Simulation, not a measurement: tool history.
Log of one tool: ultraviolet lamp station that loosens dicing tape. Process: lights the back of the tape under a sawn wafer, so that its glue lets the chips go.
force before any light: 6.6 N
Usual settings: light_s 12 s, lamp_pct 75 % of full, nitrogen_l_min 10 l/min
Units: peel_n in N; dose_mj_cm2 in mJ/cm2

run 1 hour=0.0 | light_s=12 lamp_pct=75 nitrogen_l_min=10 | peel_n=0.542 dose_mj_cm2=281
run 2 hour=43.7 | light_s=12 lamp_pct=75 nitrogen_l_min=10 | peel_n=0.565 dose_mj_cm2=279
run 3 hour=76.9 | light_s=12 lamp_pct=75 nitrogen_l_min=10 | peel_n=0.578 dose_mj_cm2=275
run 4 hour=105.1 | light_s=12 lamp_pct=75 nitrogen_l_min=10 | peel_n=0.606 dose_mj_cm2=268
run 5 hour=133.3 | light_s=12 lamp_pct=75 nitrogen_l_min=19 | peel_n=0.419 dose_mj_cm2=262
run 6 hour=172.8 | light_s=12 lamp_pct=75 nitrogen_l_min=19 | peel_n=0.446 dose_mj_cm2=258
run 7 hour=231.9 | light_s=12 lamp_pct=75 nitrogen_l_min=19 | peel_n=0.500 dose_mj_cm2=251
run 8 hour=275.5 | light_s=12 lamp_pct=75 nitrogen_l_min=10 | peel_n=0.774 dose_mj_cm2=245
run 9 hour=305.0 | light_s=12 lamp_pct=85 nitrogen_l_min=3 | peel_n=1.102 dose_mj_cm2=305
run 10 hour=338.3 | light_s=24 lamp_pct=69 nitrogen_l_min=10 | peel_n=0.144 dose_mj_cm2=481
run 11 hour=376.2 | light_s=9 lamp_pct=86 nitrogen_l_min=4 | peel_n=1.553 dose_mj_cm2=221
run 12 hour=414.2 | light_s=9 lamp_pct=86 nitrogen_l_min=4 | peel_n=1.587 dose_mj_cm2=219
run 13 hour=469.2 | light_s=9 lamp_pct=86 nitrogen_l_min=4 | peel_n=1.675 dose_mj_cm2=214
run 14 hour=522.1 | light_s=9 lamp_pct=86 nitrogen_l_min=4 | peel_n=1.789 dose_mj_cm2=205

Taken out of this log: 1 entry between the listed runs. Where each belongs, and how the hidden state differs across it:
Between runs 8 and 9: window cleaned of glue's vapour (hour 285.0)
  lamp's light, % of a new lamp's: 83.7 -> 82.9; light that the window lets through, % of a clean one's: 88.6 -> 98.9
  measured less the result without the state, peel_n: +0.382 -> +0.343 N; dose_mj_cm2: -85 -> -67 mJ/cm2

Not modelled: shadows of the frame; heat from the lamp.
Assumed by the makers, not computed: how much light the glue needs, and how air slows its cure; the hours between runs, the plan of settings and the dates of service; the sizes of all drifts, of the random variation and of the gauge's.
